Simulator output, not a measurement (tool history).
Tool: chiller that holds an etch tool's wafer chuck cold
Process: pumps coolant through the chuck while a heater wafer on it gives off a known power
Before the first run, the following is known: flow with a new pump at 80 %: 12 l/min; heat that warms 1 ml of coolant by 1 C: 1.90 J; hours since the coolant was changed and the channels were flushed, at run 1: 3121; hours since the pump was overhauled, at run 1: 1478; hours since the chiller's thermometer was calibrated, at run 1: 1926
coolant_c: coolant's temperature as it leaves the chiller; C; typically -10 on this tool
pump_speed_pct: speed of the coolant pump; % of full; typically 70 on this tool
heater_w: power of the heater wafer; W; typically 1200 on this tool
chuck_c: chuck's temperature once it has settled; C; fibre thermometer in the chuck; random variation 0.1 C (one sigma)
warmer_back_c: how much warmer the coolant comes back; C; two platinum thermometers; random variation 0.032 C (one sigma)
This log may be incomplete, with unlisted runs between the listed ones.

run    hour  coolant_c  pump_speed_pct  heater_w  hours since the coolant was changed and the channels were flushed  hours since the pump was overhauled  hours since the chiller's thermometer was calibrated  chuck_c  warmer_back_c
  1       0        -10              70      1200                                                               3121                                 1478                                                  1926      4.4           3.78
  2    57.8        -10              70      1200                                                               3179                                 1536                                                  1984      4.3           3.73
  3   105.6        -10              69      1200                                                               3227                                 1584                                                  2032      4.4           3.87
  4   173.2        -11              69      1200                                                               3294                                 1651                                                  2099      3.8            3.9
  5   250.4        -10              70      1200                                                               3371                                 1728                                                  2177      4.5           3.83
  6   351.5        -10              70      1200                                                               3472                                 1830                                                  2278      4.4           3.83
      447.6  -- chiller's thermometer calibrated
  7   448.9        -10              70       901                                                               3569                                 1926                                                     1        1           2.93
  8   529.5        -10              70       901                                                               3650                                 2007                                                    82      1.2           2.85
  9   620.3        -18              75       851                                                               3740                                 2097                                                   173     -7.9           2.46
 10   685.7        -18              75       851                                                               3806                                 2163                                                   238     -8.1           2.55
 11   751.2        -18              68      1063                                                               3871                                 2228                                                   304       -4           3.57
 12   848.6        -18              68      1063                                                               3969                                 2326                                                   401     -4.3            3.6
 13   920.9         -6              68      1063                                                               4041                                 2398                                                   473      7.9           3.62
 14   981.5        -10              70       708                                                               4101                                 2459                                                   534       -1           2.29
 15  1078.6        -10              70       708                                                               4199                                 2556                                                   631     -0.8           2.27
 16  1179.3        -16              70      1559                                                               4299                                 2656                                                   732      4.1           5.07

Hidden state or all else? Some run-to-run changes of chuck_c, split into what the settings, what came in and random variation would give without the hidden state, and what is left for the hidden state (with any gauge scatter that isn't in both results):
The hidden state here: heat passed by the chuck's channels, % of clean ones'; flow at a given pump speed, % of a new pump's; coolant's true temperature over the reading, C; drift of the gauge itself on chuck_c, C; drift of the gauge itself on warmer_back_c, C.
Run 12 -> 13: coolant_c -18 -> -6. chuck_c +12.2 C: hidden state +0.1, all else +12.1.
Run 15 -> 16: coolant_c -10 -> -16, heater_w 708 -> 1559. chuck_c +4.9 C: hidden state +2, all else +2.9.

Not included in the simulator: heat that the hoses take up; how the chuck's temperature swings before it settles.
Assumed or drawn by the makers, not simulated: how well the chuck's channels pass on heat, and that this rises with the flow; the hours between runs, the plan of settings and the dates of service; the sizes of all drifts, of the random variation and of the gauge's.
